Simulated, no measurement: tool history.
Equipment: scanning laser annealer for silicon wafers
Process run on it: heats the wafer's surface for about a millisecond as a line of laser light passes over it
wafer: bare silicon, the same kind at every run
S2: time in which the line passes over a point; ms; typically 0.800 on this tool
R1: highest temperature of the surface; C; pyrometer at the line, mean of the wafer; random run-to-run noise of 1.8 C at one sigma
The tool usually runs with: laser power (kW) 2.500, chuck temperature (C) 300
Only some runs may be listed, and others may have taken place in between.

{"run": 1, "hour": 0.0, "laser power (kW)": 2.5, "S2": 0.8, "chuck temperature (C)": 300, "R1": 1040}
{"run": 2, "hour": 9.4, "laser power (kW)": 2.416, "S2": 0.8, "chuck temperature (C)": 300, "R1": 1015}
{"run": 3, "hour": 21.3, "laser power (kW)": 2.416, "S2": 0.8, "chuck temperature (C)": 300, "R1": 1017}
{"run": 4, "hour": 32.0, "laser power (kW)": 2.416, "S2": 0.8, "chuck temperature (C)": 300, "R1": 1017}
{"run": 5, "hour": 38.4, "laser power (kW)": 2.5, "S2": 0.8, "chuck temperature (C)": 300, "R1": 1042}
{"run": 6, "hour": 51.3, "laser power (kW)": 2.5, "S2": 0.8, "chuck temperature (C)": 308, "R1": 1044}
{"run": 7, "hour": 65.0, "laser power (kW)": 2.5, "S2": 0.8, "chuck temperature (C)": 308, "R1": 1050}
{"run": 8, "hour": 78.2, "laser power (kW)": 2.5, "S2": 0.8, "chuck temperature (C)": 308, "R1": 1051}
{"run": 9, "hour": 86.0, "laser power (kW)": 2.5, "S2": 0.8, "chuck temperature (C)": 320, "R1": 1062}
{"run": 10, "hour": 94.7, "laser power (kW)": 2.5, "S2": 0.8, "chuck temperature (C)": 300, "R1": 1041}
{"run": 11, "hour": 104.0, "laser power (kW)": 2.556, "S2": 0.616, "chuck temperature (C)": 300, "R1": 960}
{"run": 12, "hour": 112.0, "laser power (kW)": 2.435, "S2": 0.616, "chuck temperature (C)": 331, "R1": 965}
{"run": 13, "hour": 125.7, "laser power (kW)": 2.177, "S2": 0.934, "chuck temperature (C)": 310, "R1": 1015}
{"run": 14, "hour": 136.9, "laser power (kW)": 2.5, "S2": 0.858, "chuck temperature (C)": 309, "R1": 1073}
{"run": 15, "hour": 145.5, "laser power (kW)": 2.506, "S2": 0.579, "chuck temperature (C)": 314, "R1": 945}
{"run": 16, "hour": 153.1, "laser power (kW)": 2.133, "S2": 0.795, "chuck temperature (C)": 303, "R1": 941}
{"hour": 156.3, "done": "window over the wafer cleaned"}
{"run": 17, "hour": 163.7, "laser power (kW)": 2.133, "S2": 0.795, "chuck temperature (C)": 303, "R1": 946}
{"run": 18, "hour": 170.0, "laser power (kW)": 2.133, "S2": 0.795, "chuck temperature (C)": 303, "R1": 942}
{"run": 19, "hour": 175.7, "laser power (kW)": 2.593, "S2": 0.565, "chuck temperature (C)": 311, "R1": 958}

Here are 5 independent what-if runs from the current tool condition. What would each one return?
{"run": "A", "hour": 188.2, "laser power (kW)": 2.68, "S2": 0.796, "chuck temperature (C)": 287, "R1": "?"}
{"run": "B", "hour": 188.2, "laser power (kW)": 2.243, "S2": 0.606, "chuck temperature (C)": 300, "R1": "?"}
{"run": "C", "hour": 188.2, "laser power (kW)": 2.261, "S2": 0.565, "chuck temperature (C)": 311, "R1": "?"}
{"run": "D", "hour": 188.2, "laser power (kW)": 2.412, "S2": 0.738, "chuck temperature (C)": 281, "R1": "?"}
{"run": "E", "hour": 188.2, "laser power (kW)": 2.211, "S2": 0.565, "chuck temperature (C)": 311, "R1": "?"}

run=A R1=1074
run=B R1=884
run=C R1=881
run=D R1=972
run=E R1=869
Stripped of hidden state, with their random variation kept, the same runs would have yielded:
run=A R1=1074
run=B R1=885
run=C R1=881
run=D R1=972
run=E R1=869
